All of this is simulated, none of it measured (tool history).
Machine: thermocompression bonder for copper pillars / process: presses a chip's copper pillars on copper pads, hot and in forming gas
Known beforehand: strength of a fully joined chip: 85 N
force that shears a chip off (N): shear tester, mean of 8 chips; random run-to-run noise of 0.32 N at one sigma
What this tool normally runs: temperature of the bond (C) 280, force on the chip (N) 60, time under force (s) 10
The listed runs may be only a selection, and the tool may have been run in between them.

| run | day | temperature of the bond (C) | force on the chip (N) | time under force (s) | force that shears a chip off (N) |
|---|---|---|---|---|---|
| 1 | 0.000 | 280 | 60 | 10 | 54.0 |
| 2 | 1.083 | 280 | 60 | 10 | 53.8 |
| 3 | 1.871 | 280 | 60 | 10 | 54.1 |
| 4 | 3.300 | 280 | 60 | 10 | 54.1 |
| 5 | 4.633 | 280 | 60 | 10 | 53.7 |
| 6 | 5.375 | 280 | 60 | 10 | 53.4 |
| 7 | 6.462 | 295 | 60 | 10 | 62.6 |
| 8 | 7.225 | 295 | 60 | 10 | 62.6 |
| 9 | 8.517 | 295 | 60 | 10 | 62.9 |
| 10 | 9.733 | 295 | 60 | 10 | 62.2 |
| 11 | 11.212 | 295 | 60 | 10 | 62.7 |
| 12 | 12.662 | 280 | 60 | 10 | 54.4 |
| 13 | 13.946 | 260 | 60 | 10 | 41.4 |
| 14 | 15.108 | 260 | 60 | 10 | 41.8 |
| 15 | 16.538 | 280 | 60 | 10 | 54.0 |
| 16 | 17.758 | 280 | 60 | 10 | 54.5 |
| 17 | 19.167 | 280 | 60 | 5 | 44.4 |
|  | 20.188 | forming gas filter changed |
| 18 | 20.288 | 280 | 60 | 5 | 45.0 |
| 19 | 21.279 | 280 | 60 | 5 | 44.3 |
| 20 | 22.017 | 280 | 60 | 5 | 45.0 |
| 21 | 22.729 | 271 | 51 | 25 | 60.3 |
| 22 | 23.496 | 300 | 60 | 7 | 62.5 |
| 23 | 24.188 | 300 | 60 | 7 | 62.9 |
| 24 | 25.138 | 300 | 60 | 7 | 62.1 |
| 25 | 26.125 | 300 | 60 | 7 | 62.1 |
| 26 | 27.388 | 300 | 60 | 7 | 61.9 |
| 27 | 28.158 | 309 | 60 | 29 | 80.9 |
| 28 | 29.183 | 283 | 37 | 11 | 48.6 |
| 29 | 30.296 | 295 | 38 | 10 | 54.6 |
| 30 | 31.188 | 280 | 48 | 10 | 50.6 |
| 31 | 32.162 | 270 | 40 | 21 | 51.6 |
| 32 | 32.946 | 250 | 63 | 6 | 31.1 |
| 33 | 34.133 | 257 | 68 | 17 | 52.6 |
| 34 | 35.108 | 257 | 81 | 10 | 47.3 |
| 35 | 36.242 | 257 | 47 | 10 | 36.2 |
| 36 | 37.521 | 309 | 60 | 5 | 62.1 |
| 37 | 38.896 | 307 | 75 | 25 | 80.6 |
| 38 | 40.229 | 280 | 40 | 18 | 56.4 |
| 39 | 41.012 | 268 | 46 | 18 | 51.4 |

Hidden state or all else? Some run-to-run changes of force that shears a chip off (N), split into what the settings, what came in and random variation would give without the hidden state, and what is left for the hidden state (with any gauge scatter that isn't in both results):
What the log doesn't record here: true temperature of the bond over the reading, C; force that reaches the chip, % of what is set; oxide that the forming gas leaves, % of the face; drift of the gauge itself on shear_n, %.
Run 27 -> 28: temperature of the bond (C) 309 -> 283, force on the chip (N) 60 -> 37, time under force (s) 29 -> 11. force that shears a chip off (N) -32.3: hidden state +2.2, all else -34.5.
Run 35 -> 36: temperature of the bond (C) 257 -> 309, force on the chip (N) 47 -> 60, time under force (s) 10 -> 5. force that shears a chip off (N) +25.9: hidden state -0.4, all else +26.3.
Run 36 -> 37: temperature of the bond (C) 309 -> 307, force on the chip (N) 60 -> 75, time under force (s) 5 -> 25. force that shears a chip off (N) +18.5: hidden state -2.4, all else +20.9.
Run 37 -> 38: temperature of the bond (C) 307 -> 280, force on the chip (N) 75 -> 40, time under force (s) 25 -> 18. force that shears a chip off (N) -24.2: hidden state +3.0, all else -27.2.
